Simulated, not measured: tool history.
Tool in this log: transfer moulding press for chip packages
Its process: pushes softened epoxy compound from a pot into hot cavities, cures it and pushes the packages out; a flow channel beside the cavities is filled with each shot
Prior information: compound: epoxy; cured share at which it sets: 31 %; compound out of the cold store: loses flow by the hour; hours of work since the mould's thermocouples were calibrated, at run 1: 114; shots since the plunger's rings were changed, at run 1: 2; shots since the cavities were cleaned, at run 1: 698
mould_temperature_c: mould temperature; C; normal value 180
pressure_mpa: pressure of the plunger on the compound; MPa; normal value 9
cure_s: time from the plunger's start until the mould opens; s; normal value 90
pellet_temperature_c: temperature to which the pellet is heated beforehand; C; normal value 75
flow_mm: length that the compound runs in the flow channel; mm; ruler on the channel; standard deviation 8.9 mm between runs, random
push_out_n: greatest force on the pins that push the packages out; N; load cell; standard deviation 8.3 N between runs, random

| run | hour | mould_temperature_c | pressure_mpa | cure_s | pellet_temperature_c | hours of work since the mould's thermocouples were calibrated | shots since the plunger's rings were changed | shots since the cavities were cleaned | incoming compound's hours out of the cold store | flow_mm | push_out_n |
|---|---|---|---|---|---|---|---|---|---|---|---|
| 1 | 0 | 180 | 9 | 90 | 75 | 114 | 2 | 698 | 42.4 | 898 | 554 |
|  | 22.9 | cavities cleaned with cleaning compound and waxed |
| 2 | 57.8 | 180 | 9 | 90 | 75 | 148 | 632 | 390 | 27.1 | 935 | 507 |
| 3 | 92.8 | 180 | 9 | 99 | 75 | 170 | 1023 | 781 | 44.1 | 868 | 565 |
|  | 108.4 | cavities cleaned with cleaning compound and waxed |
| 4 | 138.3 | 180 | 9 | 90 | 75 | 196 | 1516 | 335 | 31.4 | 927 | 491 |
|  | 193.2 | cavities cleaned with cleaning compound and waxed |
| 5 | 201.8 | 173 | 9 | 90 | 75 | 234 | 2208 | 95 | 46.8 | 875 | 557 |
| 6 | 248.7 | 180 | 9 | 90 | 69 | 263 | 2733 | 620 | 20.4 | 959 | 567 |
|  | 281.8 | cavities cleaned with cleaning compound and waxed |
| 7 | 302.5 | 180 | 9 | 90 | 69 | 295 | 3318 | 231 | 18.1 | 938 | 460 |
| 8 | 335.7 | 180 | 9 | 90 | 75 | 315 | 3689 | 602 | 38.5 | 853 | 548 |
|  | 366.6 | cavities cleaned with cleaning compound and waxed |
| 9 | 374.9 | 186 | 9 | 90 | 75 | 338 | 4110 | 93 | 41 | 810 | 342 |
| 10 | 417.1 | 186 | 9 | 90 | 75 | 364 | 4583 | 566 | 39.2 | 810 | 482 |
|  | 452.7 | cavities cleaned with cleaning compound and waxed |
| 11 | 470.1 | 180 | 9 | 73 | 75 | 395 | 5158 | 194 | 33.8 | 845 | 608 |
| 12 | 503.8 | 180 | 9 | 73 | 75 | 415 | 5534 | 570 | 41.1 | 802 | 759 |
|  | 541 | cavities cleaned with cleaning compound and waxed |
| 13 | 548.4 | 180 | 9 | 90 | 75 | 442 | 6016 | 82 | 15 | 891 | 381 |
|  | 555 | mould's thermocouples calibrated |
|  | 579.8 | plunger's sealing rings changed |
| 14 | 586.7 | 180 | 9 | 72 | 75 | 18 | 78 | 461 | 16.1 | 996 | 748 |
|  | 630.9 | cavities cleaned with cleaning compound and waxed |
| 15 | 644.3 | 186 | 9 | 72 | 77 | 52 | 705 | 149 | 40.5 | 870 | 435 |
| 16 | 704.5 | 180 | 9.79 | 129 | 75 | 89 | 1378 | 822 | 47.3 | 885 | 542 |
|  | 716.4 | cavities cleaned with cleaning compound and waxed |
| 17 | 767.1 | 180 | 9.79 | 129 | 75 | 126 | 2062 | 568 | 12.4 | 1018 | 504 |
|  | 802.5 | cavities cleaned with cleaning compound and waxed |
| 18 | 808.6 | 184 | 8.83 | 101 | 71 | 150 | 2509 | 68 | 11 | 944 | 353 |
| 19 | 849.9 | 188 | 9.17 | 87 | 69 | 175 | 2970 | 529 | 18.1 | 913 | 509 |
|  | 855.2 | mould's thermocouples calibrated, once more |
|  | 893.3 | cavities cleaned with cleaning compound and waxed |
| 20 | 908.8 | 188 | 9.17 | 87 | 69 | 32 | 3590 | 173 | 36.5 | 833 | 399 |
| 21 | 947.1 | 188 | 7.98 | 87 | 79 | 55 | 4018 | 601 | 29.6 | 792 | 508 |
| 22 | 975.6 | 188 | 7.98 | 87 | 79 | 72 | 4337 | 920 | 47.5 | 740 | 549 |
|  | 979.8 | cavities cleaned with cleaning compound and waxed |
| 23 | 1025.6 | 180 | 9.31 | 108 | 75 | 102 | 4879 | 512 | 21.6 | 900 | 467 |
|  | 1064.3 | cavities cleaned with cleaning compound and waxed |
| 24 | 1064.3 | 180 | 9 | 78 | 76 | 125 | 5295 | 0 | 27.8 | 867 | 457 |
| 25 | 1118.3 | 180 | 9.35 | 91 | 79 | 158 | 5899 | 604 | 40.7 | 810 | 550 |
|  | 1152.5 | cavities cleaned with cleaning compound and waxed |
|  | 1160 | plunger's sealing rings changed |
| 26 | 1169.1 | 180 | 9.35 | 91 | 79 | 186 | 101 | 158 | 9.9 | 1056 | 436 |

Consider 5 possible next runs. They are alternatives, not a sequence: every one starts from the tool as it was left by run 26. What does each give?
| A | 1208 | 180 | 10.32 | 91 | 79 | 210 | 535 | 592 | 35 | ? | ? |
| B | 1208 | 180 | 8.67 | 90 | 75 | 210 | 535 | 592 | 16.8 | ? | ? |
| C | 1208 | 186 | 9.35 | 91 | 76 | 210 | 535 | 592 | 15.6 | ? | ? |
| D | 1208 | 175 | 9 | 106 | 75 | 210 | 535 | 592 | 8.4 | ? | ? |
| E | 1208 | 181 | 9.35 | 84 | 82 | 210 | 535 | 592 | 28.6 | ? | ? |

| run | flow_mm | push_out_n |
|---|---|---|
| A | 992 | 559 |
| B | 978 | 532 |
| C | 999 | 506 |
| D | 1062 | 564 |
| E | 944 | 581 |
Without the tool's unlogged condition, the same runs would have read:
| run | flow_mm | push_out_n |
|---|---|---|
| A | 1009 | 350 |
| B | 995 | 333 |
| C | 1016 | 312 |
| D | 1081 | 353 |
| E | 961 | 365 |
